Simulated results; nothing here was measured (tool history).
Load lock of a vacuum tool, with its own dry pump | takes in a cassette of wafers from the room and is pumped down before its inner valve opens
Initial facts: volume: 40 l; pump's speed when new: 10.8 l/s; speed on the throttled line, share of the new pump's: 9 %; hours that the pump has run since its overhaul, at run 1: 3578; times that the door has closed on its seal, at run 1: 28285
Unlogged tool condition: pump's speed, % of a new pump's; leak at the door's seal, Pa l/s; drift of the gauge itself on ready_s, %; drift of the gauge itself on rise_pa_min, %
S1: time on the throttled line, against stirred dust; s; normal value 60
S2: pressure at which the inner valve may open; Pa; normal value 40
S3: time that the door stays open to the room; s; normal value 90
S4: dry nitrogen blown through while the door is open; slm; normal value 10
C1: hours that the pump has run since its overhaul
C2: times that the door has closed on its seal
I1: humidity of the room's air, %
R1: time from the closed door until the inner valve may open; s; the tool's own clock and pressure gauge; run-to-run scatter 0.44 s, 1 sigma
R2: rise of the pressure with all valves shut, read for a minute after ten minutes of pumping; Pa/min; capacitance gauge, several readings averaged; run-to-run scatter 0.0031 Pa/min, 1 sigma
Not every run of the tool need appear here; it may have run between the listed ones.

run 1 day=0 | S1=60 S2=40 S3=90 S4=10 | C1=3578 C2=28285 | I1=44.4 | R1=84.7 R2=0.067
run 2 day=10.971 | S1=60 S2=40 S3=90 S4=10 | C1=3841 C2=29187 | I1=44.4 | R1=84.8 R2=0.068
run 3 day=23.508 | S1=60 S2=40 S3=90 S4=10 | C1=4142 C2=30219 | I1=44.5 | R1=83.7 R2=0.062
run 4 day=39.621 | S1=60 S2=40 S3=90 S4=10 | C1=4529 C2=31545 | I1=43.7 | R1=83.8 R2=0.065
run 5 day=55.171 | S1=60 S2=40 S3=90 S4=6 | C1=4902 C2=32824 | I1=44.2 | R1=83.7 R2=0.07
run 6 day=63.829 | S1=60 S2=40 S3=90 S4=10 | C1=5109 C2=33537 | I1=40.2 | R1=83.5 R2=0.06
-- day=71.404 door's seal changed, seat wiped
run 7 day=80.642 | S1=60 S2=40 S3=90 S4=10 | C1=5511 C2=760 | I1=43.8 | R1=84 R2=0.066
run 8 day=100.883 | S1=99 S2=57 S3=90 S4=10 | C1=5997 C2=2426 | I1=45.7 | R1=118 R2=0.064
run 9 day=118.3 | S1=87 S2=40 S3=66 S4=10 | C1=6415 C2=3859 | I1=45 | R1=107.6 R2=0.063
run 10 day=137.596 | S1=64 S2=38 S3=70 S4=5 | C1=6878 C2=5447 | I1=43.8 | R1=87.2 R2=0.064
run 11 day=146.862 | S1=49 S2=70 S3=70 S4=12 | C1=7101 C2=6209 | I1=43.2 | R1=71.6 R2=0.058
run 12 day=157.929 | S1=49 S2=70 S3=70 S4=12 | C1=7366 C2=7120 | I1=44 | R1=71.6 R2=0.055
run 13 day=177.704 | S1=49 S2=70 S3=70 S4=12 | C1=7841 C2=8747 | I1=46.3 | R1=72.3 R2=0.058
run 14 day=186.954 | S1=49 S2=70 S3=70 S4=12 | C1=8063 C2=9508 | I1=45 | R1=72.2 R2=0.058

Entry by entry between the runs, the difference in hidden state between the last listed run before and the first listed run after:
Run 6 -> run 7: door's seal changed, seat wiped (day 71.404)
  leak at the door's seal, Pa l/s: 0.0029 -> 0.002

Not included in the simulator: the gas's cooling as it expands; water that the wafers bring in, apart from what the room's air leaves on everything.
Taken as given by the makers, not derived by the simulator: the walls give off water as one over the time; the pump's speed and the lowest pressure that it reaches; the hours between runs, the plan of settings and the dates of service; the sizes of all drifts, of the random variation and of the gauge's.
